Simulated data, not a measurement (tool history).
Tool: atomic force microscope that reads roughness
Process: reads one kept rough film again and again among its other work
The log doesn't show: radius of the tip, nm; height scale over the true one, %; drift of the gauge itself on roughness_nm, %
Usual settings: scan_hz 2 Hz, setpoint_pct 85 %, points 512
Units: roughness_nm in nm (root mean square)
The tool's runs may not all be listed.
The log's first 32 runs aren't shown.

| run | day | scan_hz | setpoint_pct | points | pictures with this tip | hours of work since the height scale was calibrated | roughness_nm |
|---|---|---|---|---|---|---|---|
| 33 | 28.117 | 2.85 | 55 | 332 | 53 | 45 | 3.387 |
|  | 28.621 | new tip fitted |
| 34 | 29.142 | 2.85 | 55 | 662 | 20 | 61 | 3.678 |
| 35 | 29.812 | 0.82 | 78 | 662 | 46 | 71 | 3.376 |
|  | 30.546 | new tip fitted |
| 36 | 30.546 | 0.93 | 85 | 512 | 0 | 82 | 3.659 |
| 37 | 31.762 | 2 | 85 | 702 | 47 | 101 | 3.051 |
|  | 32.429 | new tip fitted |
| 38 | 32.746 | 1.47 | 85 | 269 | 12 | 116 | 3.357 |
| 39 | 33.288 | 1.47 | 85 | 269 | 33 | 124 | 3.197 |
|  | 34.321 | new tip fitted |
| 40 | 34.321 | 1.47 | 64 | 269 | 0 | 140 | 3.8 |
| 41 | 35.512 | 3.94 | 63 | 646 | 46 | 158 | 3.233 |
|  | 36.179 | new tip fitted |
| 42 | 36.212 | 1.49 | 69 | 512 | 2 | 169 | 3.769 |
| 43 | 37.388 | 2 | 80 | 512 | 47 | 187 | 3.102 |
|  | 38.067 | new tip fitted |
| 44 | 38.579 | 2 | 80 | 512 | 20 | 205 | 3.286 |
| 45 | 39.146 | 2 | 80 | 512 | 42 | 214 | 3.131 |
|  | 39.942 | new tip fitted |
| 46 | 40.192 | 0.67 | 76 | 512 | 9 | 229 | 3.749 |
| 47 | 41.354 | 0.67 | 76 | 512 | 54 | 247 | 3.403 |
|  | 41.825 | new tip fitted |
| 48 | 42.029 | 0.67 | 76 | 512 | 8 | 258 | 3.777 |
| 49 | 43.208 | 1.68 | 78 | 468 | 53 | 276 | 3.142 |
|  | 43.688 | new tip fitted |
| 50 | 44.1 | 2 | 85 | 344 | 16 | 289 | 3.246 |
| 51 | 44.988 | 3.12 | 74 | 355 | 50 | 303 | 3.034 |
|  | 45.575 | new tip fitted |
| 52 | 46.083 | 0.54 | 75 | 859 | 20 | 320 | 3.782 |

3 ways to go on from here, each from the tool as it stands after run 52. What would each give?
| A | 47.321 | 3.62 | 71 | 859 | 68 | 339 | ? |
| B | 47.321 | 0.54 | 75 | 620 | 68 | 339 | ? |
| C | 47.321 | 1.35 | 85 | 512 | 68 | 339 | ? |

| run | roughness_nm |
|---|---|
| A | 2.964 |
| B | 3.401 |
| C | 3.107 |
Without the tool's hidden state the same runs would have given:
| run | roughness_nm |
|---|---|
| A | 3.432 |
| B | 3.936 |
| C | 3.596 |
